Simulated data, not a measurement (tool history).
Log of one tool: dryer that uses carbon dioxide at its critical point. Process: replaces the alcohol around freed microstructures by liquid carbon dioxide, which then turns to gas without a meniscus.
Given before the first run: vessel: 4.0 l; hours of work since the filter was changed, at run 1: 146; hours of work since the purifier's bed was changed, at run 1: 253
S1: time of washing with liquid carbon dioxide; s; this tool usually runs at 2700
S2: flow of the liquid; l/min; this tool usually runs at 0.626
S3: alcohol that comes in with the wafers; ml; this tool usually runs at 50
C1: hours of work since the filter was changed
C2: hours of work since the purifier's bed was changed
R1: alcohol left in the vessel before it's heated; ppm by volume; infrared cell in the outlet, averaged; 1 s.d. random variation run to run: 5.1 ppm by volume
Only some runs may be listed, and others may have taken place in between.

run 1 hour=0.0 | S1=2700 S2=0.626 S3=50 | C1=146 C2=253 | R1=189
run 2 hour=7.9 | S1=2700 S2=0.626 S3=50 | C1=152 C2=259 | R1=181
run 3 hour=17.0 | S1=2700 S2=0.644 S3=50 | C1=158 C2=265 | R1=182
run 4 hour=28.7 | S1=2700 S2=0.644 S3=50 | C1=165 C2=272 | R1=177
run 5 hour=37.8 | S1=2700 S2=0.644 S3=50 | C1=171 C2=278 | R1=183
run 6 hour=48.9 | S1=2700 S2=0.443 S3=50 | C1=179 C2=286 | R1=437
run 7 hour=55.0 | S1=2700 S2=0.443 S3=50 | C1=183 C2=290 | R1=447
run 8 hour=65.0 | S1=2700 S2=0.626 S3=50 | C1=189 C2=296 | R1=216
run 9 hour=74.9 | S1=2700 S2=0.484 S3=50 | C1=196 C2=303 | R1=375
run 10 hour=85.7 | S1=2700 S2=0.484 S3=50 | C1=203 C2=310 | R1=382
run 11 hour=97.1 | S1=2700 S2=0.484 S3=50 | C1=210 C2=318 | R1=379
run 12 hour=108.3 | S1=2700 S2=0.484 S3=50 | C1=218 C2=325 | R1=394
run 13 hour=114.6 | S1=2700 S2=0.626 S3=29 | C1=222 C2=329 | R1=184
run 14 hour=119.9 | S1=2460 S2=0.644 S3=29 | C1=226 C2=333 | R1=201
run 15 hour=129.4 | S1=3360 S2=0.572 S3=31 | C1=232 C2=339 | R1=155
run 16 hour=139.9 | S1=4020 S2=0.619 S3=63 | C1=239 C2=346 | R1=161
run 17 hour=150.6 | S1=4020 S2=0.619 S3=63 | C1=246 C2=353 | R1=157

Run 18 comes next. What will it give?
run 18 hour=159.7 | S1=2760 S2=0.421 S3=57 | C1=252 C2=359 | R1=?

Run 18 produced R1 617 ppm by volume.
Had the tool carried no hidden state, the very same run would have given R1 328 ppm by volume.
